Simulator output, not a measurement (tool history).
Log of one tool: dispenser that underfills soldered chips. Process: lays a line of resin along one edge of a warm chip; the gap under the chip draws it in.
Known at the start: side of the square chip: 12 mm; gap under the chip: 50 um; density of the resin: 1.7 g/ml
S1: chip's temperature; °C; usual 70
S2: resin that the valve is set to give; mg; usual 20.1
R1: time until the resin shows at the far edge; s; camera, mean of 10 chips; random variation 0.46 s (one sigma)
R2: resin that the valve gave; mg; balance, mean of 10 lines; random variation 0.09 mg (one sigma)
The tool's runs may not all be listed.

run 1 hour=0 | S1=70 S2=20.1 | R1=50.8 R2=19.63
-- hour=6.4 new syringe of resin
run 2 hour=13.7 | S1=70 S2=20.1 | R1=47.8 R2=19.48
-- hour=21.3 new syringe of resin
run 3 hour=22.2 | S1=61 S2=20.1 | R1=49.1 R2=19.46
run 4 hour=29.1 | S1=61 S2=20.1 | R1=73.8 R2=19.43
-- hour=37 new syringe of resin
run 5 hour=38.6 | S1=61 S2=20.1 | R1=50.9 R2=19.23
-- hour=51.9 new syringe of resin
run 6 hour=51.9 | S1=70 S2=20.1 | R1=31.1 R2=19.04
run 7 hour=62 | S1=70 S2=20.1 | R1=54.7 R2=19.11
-- hour=66.4 dispensing valve cleaned and set on the balance
-- hour=67.9 new syringe of resin
run 8 hour=71.9 | S1=70 S2=20.1 | R1=38.5 R2=19.91
run 9 hour=79 | S1=70 S2=20.1 | R1=57.5 R2=19.94
-- hour=82.6 new syringe of resin
run 10 hour=93.3 | S1=70 S2=20.6 | R1=55.9 R2=20.34
-- hour=97.4 new syringe of resin
run 11 hour=102 | S1=70 S2=25.4 | R1=38.8 R2=24.62
run 12 hour=111.4 | S1=64 S2=25.4 | R1=86.5 R2=24.66
-- hour=113 new syringe of resin
run 13 hour=118.7 | S1=64 S2=25.4 | R1=53.6 R2=24.54
-- hour=128 new syringe of resin
run 14 hour=132.5 | S1=64 S2=25.4 | R1=50.9 R2=24.32
-- hour=143.4 new syringe of resin
run 15 hour=146.8 | S1=64 S2=25.4 | R1=47.7 R2=24.15
-- hour=158.7 new syringe of resin
run 16 hour=161 | S1=64 S2=25.4 | R1=44.7 R2=23.86
-- hour=167.4 dispensing valve cleaned and set on the balance
run 17 hour=170.6 | S1=64 S2=23.4 | R1=73 R2=23.31
-- hour=174.7 new syringe of resin
run 18 hour=177 | S1=84 S2=20.1 | R1=20.2 R2=19.9
run 19 hour=185.6 | S1=57 S2=17.1 | R1=101.8 R2=16.77
-- hour=189.7 new syringe of resin
run 20 hour=197 | S1=60 S2=17.3 | R1=72 R2=17.1
-- hour=205.4 new syringe of resin
run 21 hour=207.6 | S1=57 S2=17.6 | R1=59.4 R2=17.08
run 22 hour=216.7 | S1=66 S2=21.7 | R1=66.5 R2=20.95
-- hour=220.6 new syringe of resin
run 23 hour=227.5 | S1=78 S2=23.9 | R1=32.1 R2=22.94
run 24 hour=234.2 | S1=70 S2=18.8 | R1=67.5 R2=18.03
-- hour=236.2 new syringe of resin
run 25 hour=245 | S1=70 S2=18.8 | R1=49.9 R2=17.86
-- hour=251.9 new syringe of resin
run 26 hour=257.7 | S1=73 S2=23.2 | R1=36.1 R2=21.84
-- hour=266.6 new syringe of resin
-- hour=268.9 dispensing valve cleaned and set on the balance
run 27 hour=272.2 | S1=72 S2=23.7 | R1=36 R2=23.5
run 28 hour=279.2 | S1=62 S2=21.7 | R1=79.5 R2=21.44
-- hour=283.3 new syringe of resin
run 29 hour=292.1 | S1=70 S2=25.9 | R1=48.2 R2=25.51

Some steps in R1 between neighbouring runs. How much of each would the tool show without its hidden state too (settings, what came in, random variation), and how much is left for the hidden state, with any gauge scatter that isn't in both results?
The hidden state here: resin's viscosity, % of fresh resin's; dose that the valve gives, % of what is set; true chip temperature over the reading, C; drift of the gauge itself on fill_s, %; drift of the gauge itself on given_mg, %.
Run 11 -> 12: S1 70 -> 64. R1 +47.7 s: hidden state +37.1, all else +10.6.
Run 17 -> 18: S1 64 -> 84, S2 23.4 -> 20.1, new syringe of resin. R1 -52.8 s: hidden state -27.6, all else -25.2.
Run 18 -> 19: S1 84 -> 57, S2 20.1 -> 17.1. R1 +81.6 s: hidden state +38.7, all else +42.9.
